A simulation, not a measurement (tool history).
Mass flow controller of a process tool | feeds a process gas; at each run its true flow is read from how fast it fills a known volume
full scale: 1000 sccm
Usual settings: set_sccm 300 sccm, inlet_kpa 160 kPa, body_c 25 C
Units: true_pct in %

Run 1, hour 0: usual settings. Result: true_pct 100.08 %.
Run 2, hour 180.8: usual settings. Result: true_pct 100.15 %.
Run 3, hour 331.5: usual settings. Result: true_pct 100.14 %.
Run 4, hour 467.7: usual settings. Result: true_pct 100 %.
Run 5, hour 622.2: usual settings. Result: true_pct 100.07 %.
Run 6, hour 774.8: usual settings. Result: true_pct 100.16 %.
Run 7, hour 902.9: usual settings but inlet_kpa 183 kPa. Result: true_pct 100.15 %.
Run 8, hour 1010.3: usual settings. Result: true_pct 100.17 %.
Run 9, hour 1148.2: usual settings but body_c 29 C. Result: true_pct 100.42 %.
Run 10, hour 1249.7: usual settings but body_c 29 C. Result: true_pct 100.36 %.
At hour 1267.8: controller's zero set anew.
Run 11, hour 1431.9: usual settings but inlet_kpa 221 kPa. Result: true_pct 100.58 %.
Run 12, hour 1533.2: usual settings but inlet_kpa 156 kPa. Result: true_pct 101.02 %.
Run 13, hour 1693.6: usual settings but inlet_kpa 250 kPa, body_c 36 C. Result: true_pct 100.85 %.
Run 14, hour 1810.7: usual settings but inlet_kpa 250 kPa, body_c 36 C. Result: true_pct 100.93 %.
Run 15, hour 1917: usual settings but inlet_kpa 240 kPa, body_c 37 C. Result: true_pct 100.95 %.

Forecast run 16:
Run 16, hour 2059.2: usual settings but set_sccm 233 sccm, inlet_kpa 180 kPa, body_c 31 C. Result: true_pct ?.

true_pct: 101.88 %
Without the tool's hidden state the same run would have given true_pct 99.89 %.
